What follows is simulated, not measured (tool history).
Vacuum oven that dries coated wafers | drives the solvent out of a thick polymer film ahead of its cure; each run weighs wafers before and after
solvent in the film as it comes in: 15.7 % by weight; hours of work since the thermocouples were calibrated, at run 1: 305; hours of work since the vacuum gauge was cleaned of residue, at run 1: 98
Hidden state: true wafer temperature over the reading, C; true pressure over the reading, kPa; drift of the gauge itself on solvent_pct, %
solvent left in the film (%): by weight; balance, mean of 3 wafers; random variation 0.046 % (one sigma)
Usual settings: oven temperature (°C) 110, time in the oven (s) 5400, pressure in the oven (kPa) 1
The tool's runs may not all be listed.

| run | day | oven temperature (°C) | time in the oven (s) | pressure in the oven (kPa) | hours of work since the thermocouples were calibrated | hours of work since the vacuum gauge was cleaned of residue | solvent left in the film (%) |
|---|---|---|---|---|---|---|---|
| 1 | 0 | 110 | 5400 | 1 | 305 | 98 | 1.24 |
| 2 | 0.512 | 110 | 5400 | 1 | 314 | 108 | 1.26 |
| 3 | 1.1 | 110 | 5400 | 1 | 324 | 118 | 1.29 |
| 4 | 1.412 | 110 | 5400 | 1 | 330 | 124 | 1.28 |
| 5 | 2.05 | 110 | 5400 | 1 | 342 | 135 | 1.27 |
| 6 | 2.475 | 110 | 5400 | 1.61 | 349 | 143 | 1.65 |
| 7 | 2.942 | 110 | 5400 | 1.61 | 358 | 151 | 1.66 |
| 8 | 3.525 | 110 | 5400 | 1.61 | 368 | 162 | 1.63 |
| 9 | 3.842 | 110 | 3660 | 1 | 374 | 168 | 2.34 |
| 10 | 4.171 | 110 | 5400 | 2.41 | 380 | 173 | 1.99 |
| 11 | 4.567 | 110 | 5400 | 2.41 | 387 | 181 | 2.06 |
| 12 | 5.054 | 110 | 5400 | 2.41 | 396 | 189 | 2.08 |
| 13 | 5.571 | 110 | 5400 | 2.41 | 405 | 199 | 2.07 |
| 14 | 6 | 110 | 5400 | 2.41 | 413 | 206 | 2.06 |
| 15 | 6.642 | 110 | 5400 | 1 | 424 | 218 | 1.27 |
| 16 | 7.208 | 110 | 5400 | 1 | 434 | 228 | 1.27 |
| 17 | 7.633 | 110 | 5400 | 1.57 | 442 | 236 | 1.57 |
| 18 | 8.092 | 110 | 5640 | 1.57 | 450 | 244 | 1.55 |
| 19 | 8.4 | 109 | 5640 | 1.57 | 456 | 250 | 1.62 |
| 20 | 9.042 | 110 | 7560 | 1 | 467 | 261 | 0.79 |
| 21 | 9.592 | 110 | 7560 | 1 | 477 | 271 | 0.83 |
| 22 | 10.054 | 110 | 7560 | 1 | 486 | 279 | 0.81 |
| 23 | 10.492 | 109 | 5700 | 1.04 | 494 | 287 | 1.29 |
| 24 | 11.075 | 109 | 5700 | 1.04 | 504 | 298 | 1.23 |
| 25 | 11.629 | 111 | 5400 | 3.3 | 514 | 308 | 2.41 |
| 26 | 12.1 | 111 | 5400 | 3.3 | 523 | 316 | 2.48 |

Forecast run 27:
| 27 | 12.512 | 121 | 5400 | 1.69 | 530 | 324 | ? |

solvent left in the film (%): 0.82
Without the tool's hidden state the same run would have given solvent left in the film (%) 0.82.
